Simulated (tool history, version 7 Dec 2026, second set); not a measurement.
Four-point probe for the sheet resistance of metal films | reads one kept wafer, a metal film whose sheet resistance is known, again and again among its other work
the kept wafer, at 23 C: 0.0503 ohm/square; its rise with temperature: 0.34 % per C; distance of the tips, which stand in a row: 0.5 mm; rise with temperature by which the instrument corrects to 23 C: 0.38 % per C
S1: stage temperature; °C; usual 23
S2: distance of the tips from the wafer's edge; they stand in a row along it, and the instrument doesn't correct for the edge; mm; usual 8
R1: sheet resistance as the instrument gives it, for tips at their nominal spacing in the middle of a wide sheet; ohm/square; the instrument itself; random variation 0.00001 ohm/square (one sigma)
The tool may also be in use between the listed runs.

run 1 hour=0.0 | S1=23 S2=8 | R1=0.050332
run 2 hour=48.7 | S1=23 S2=8 | R1=0.050350
run 3 hour=103.1 | S1=23 S2=8 | R1=0.050325
run 4 hour=145.1 | S1=23 S2=8 | R1=0.050307
run 5 hour=187.5 | S1=23 S2=8 | R1=0.050295
run 6 hour=217.2 | S1=23 S2=8 | R1=0.050305
run 7 hour=257.6 | S1=23 S2=8 | R1=0.050281
run 8 hour=305.0 | S1=23 S2=8 | R1=0.050277
run 9 hour=361.4 | S1=23 S2=8 | R1=0.050267
run 10 hour=398.3 | S1=23 S2=8 | R1=0.050257
run 11 hour=443.0 | S1=34 S2=41 | R1=0.049922
run 12 hour=486.0 | S1=26 S2=45 | R1=0.050066
run 13 hour=521.7 | S1=31 S2=29 | R1=0.049931
-- hour=524.7 stage's thermometer calibrated
run 14 hour=564.4 | S1=31 S2=29 | R1=0.049900
run 15 hour=604.2 | S1=24 S2=55 | R1=0.050050
run 16 hour=628.2 | S1=20 S2=5 | R1=0.050403
run 17 hour=661.1 | S1=23 S2=3 | R1=0.050806

The next listed run, before its measurement:
run 18 hour=687.0 | S1=33 S2=5 | R1=?

{"run 18": {"R1": 0.050105}}
Without the tool's hidden state the same run would have given R1 0.050342 ohm/square.
